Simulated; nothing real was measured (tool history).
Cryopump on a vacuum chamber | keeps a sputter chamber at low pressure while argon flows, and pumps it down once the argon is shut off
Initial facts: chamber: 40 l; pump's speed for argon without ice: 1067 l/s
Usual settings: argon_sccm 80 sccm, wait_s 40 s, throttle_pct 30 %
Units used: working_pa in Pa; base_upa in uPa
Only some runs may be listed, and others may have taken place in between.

{"run": 1, "hour": 0.0, "argon_sccm": 80, "wait_s": 40, "throttle_pct": 30, "working_pa": 0.4546, "base_upa": 2.91}
{"run": 2, "hour": 63.1, "argon_sccm": 80, "wait_s": 40, "throttle_pct": 30, "working_pa": 0.4571, "base_upa": 3.02}
{"run": 3, "hour": 126.9, "argon_sccm": 80, "wait_s": 40, "throttle_pct": 30, "working_pa": 0.4262, "base_upa": 2.86}
{"run": 4, "hour": 190.0, "argon_sccm": 80, "wait_s": 40, "throttle_pct": 30, "working_pa": 0.4308, "base_upa": 2.89}
{"run": 5, "hour": 229.6, "argon_sccm": 80, "wait_s": 40, "throttle_pct": 30, "working_pa": 0.4264, "base_upa": 2.89}
{"run": 6, "hour": 268.3, "argon_sccm": 80, "wait_s": 40, "throttle_pct": 30, "working_pa": 0.426, "base_upa": 3.07}
{"run": 7, "hour": 345.0, "argon_sccm": 80, "wait_s": 239, "throttle_pct": 30, "working_pa": 0.4294, "base_upa": 1.39}
{"run": 8, "hour": 434.3, "argon_sccm": 80, "wait_s": 257, "throttle_pct": 30, "working_pa": 0.4319, "base_upa": 1.49}
{"run": 9, "hour": 485.1, "argon_sccm": 80, "wait_s": 40, "throttle_pct": 30, "working_pa": 0.4339, "base_upa": 3.28}
{"run": 10, "hour": 570.6, "argon_sccm": 80, "wait_s": 40, "throttle_pct": 30, "working_pa": 0.4351, "base_upa": 3.52}
{"run": 11, "hour": 657.3, "argon_sccm": 80, "wait_s": 40, "throttle_pct": 30, "working_pa": 0.4362, "base_upa": 3.45}
{"run": 12, "hour": 721.4, "argon_sccm": 103, "wait_s": 40, "throttle_pct": 30, "working_pa": 0.5655, "base_upa": 3.6}
{"run": 13, "hour": 800.8, "argon_sccm": 103, "wait_s": 40, "throttle_pct": 15, "working_pa": 1.1139, "base_upa": 3.71}
{"run": 14, "hour": 855.5, "argon_sccm": 103, "wait_s": 37, "throttle_pct": 15, "working_pa": 1.1103, "base_upa": 3.97}
{"run": 15, "hour": 935.4, "argon_sccm": 103, "wait_s": 37, "throttle_pct": 15, "working_pa": 1.1203, "base_upa": 3.98}
{"run": 16, "hour": 990.2, "argon_sccm": 103, "wait_s": 37, "throttle_pct": 15, "working_pa": 1.1213, "base_upa": 4.14}
{"run": 17, "hour": 1076.6, "argon_sccm": 68, "wait_s": 275, "throttle_pct": 15, "working_pa": 0.7401, "base_upa": 2.23}
{"run": 18, "hour": 1125.4, "argon_sccm": 80, "wait_s": 28, "throttle_pct": 25, "working_pa": 0.5374, "base_upa": 5.2}
{"run": 19, "hour": 1192.9, "argon_sccm": 80, "wait_s": 28, "throttle_pct": 25, "working_pa": 0.5416, "base_upa": 5.19}
{"run": 20, "hour": 1262.9, "argon_sccm": 80, "wait_s": 56, "throttle_pct": 20, "working_pa": 0.6628, "base_upa": 3.73}
{"run": 21, "hour": 1324.8, "argon_sccm": 122, "wait_s": 40, "throttle_pct": 21, "working_pa": 0.9733, "base_upa": 4.47}
{"run": 22, "hour": 1366.5, "argon_sccm": 60, "wait_s": 40, "throttle_pct": 49, "working_pa": 0.2232, "base_upa": 4.44}
{"run": 23, "hour": 1417.3, "argon_sccm": 60, "wait_s": 35, "throttle_pct": 49, "working_pa": 0.2231, "base_upa": 4.89}
{"run": 24, "hour": 1504.6, "argon_sccm": 33, "wait_s": 40, "throttle_pct": 30, "working_pa": 0.1749, "base_upa": 4.11}
{"run": 25, "hour": 1560.6, "argon_sccm": 33, "wait_s": 40, "throttle_pct": 30, "working_pa": 0.1749, "base_upa": 4.19}
{"run": 26, "hour": 1616.9, "argon_sccm": 80, "wait_s": 40, "throttle_pct": 36, "working_pa": 0.3568, "base_upa": 4.19}
{"run": 27, "hour": 1656.7, "argon_sccm": 43, "wait_s": 40, "throttle_pct": 27, "working_pa": 0.2553, "base_upa": 4.31}
{"run": 28, "hour": 1718.9, "argon_sccm": 80, "wait_s": 44, "throttle_pct": 26, "working_pa": 0.4963, "base_upa": 4.27}
{"run": 29, "hour": 1785.3, "argon_sccm": 57, "wait_s": 52, "throttle_pct": 37, "working_pa": 0.2517, "base_upa": 4.09}
{"run": 30, "hour": 1846.9, "argon_sccm": 150, "wait_s": 57, "throttle_pct": 37, "working_pa": 0.6664, "base_upa": 4.03}
{"run": 31, "hour": 1925.2, "argon_sccm": 105, "wait_s": 143, "throttle_pct": 21, "working_pa": 0.8058, "base_upa": 3.08}
{"run": 32, "hour": 1984.1, "argon_sccm": 105, "wait_s": 143, "throttle_pct": 21, "working_pa": 0.8147, "base_upa": 3.34}

Between the runs listed above, the log contained 2 entries, not reproduced here. Where in the sequence does each belong, and how does what the log doesn't record of the tool's condition differ from the listed run before to the listed run after?
Logged between run 2 and run 3: pump warmed up, emptied and cooled again (hour 89.9)
  pump's speed, % of a pump's without ice: 78.3 -> 98.9; cold plate's temperature, K: 12.39 -> 12.4; leak into the chamber, uPa l/s: 802 -> 860
  measured minus no-state result, working_pa: +0.0364 -> +0.0024 Pa; base_upa: +0.70 -> +0.54 uPa
Logged between run 23 and run 24: pump warmed up, emptied and cooled again (hour 1444.5)
  pump's speed, % of a pump's without ice: 76.5 -> 98.7; cold plate's temperature, K: 12.53 -> 12.54; leak into the chamber, uPa l/s: 2118 -> 2197
  measured minus no-state result, working_pa: +0.0303 -> +0.0012 Pa; base_upa: +2.31 -> +1.82 uPa
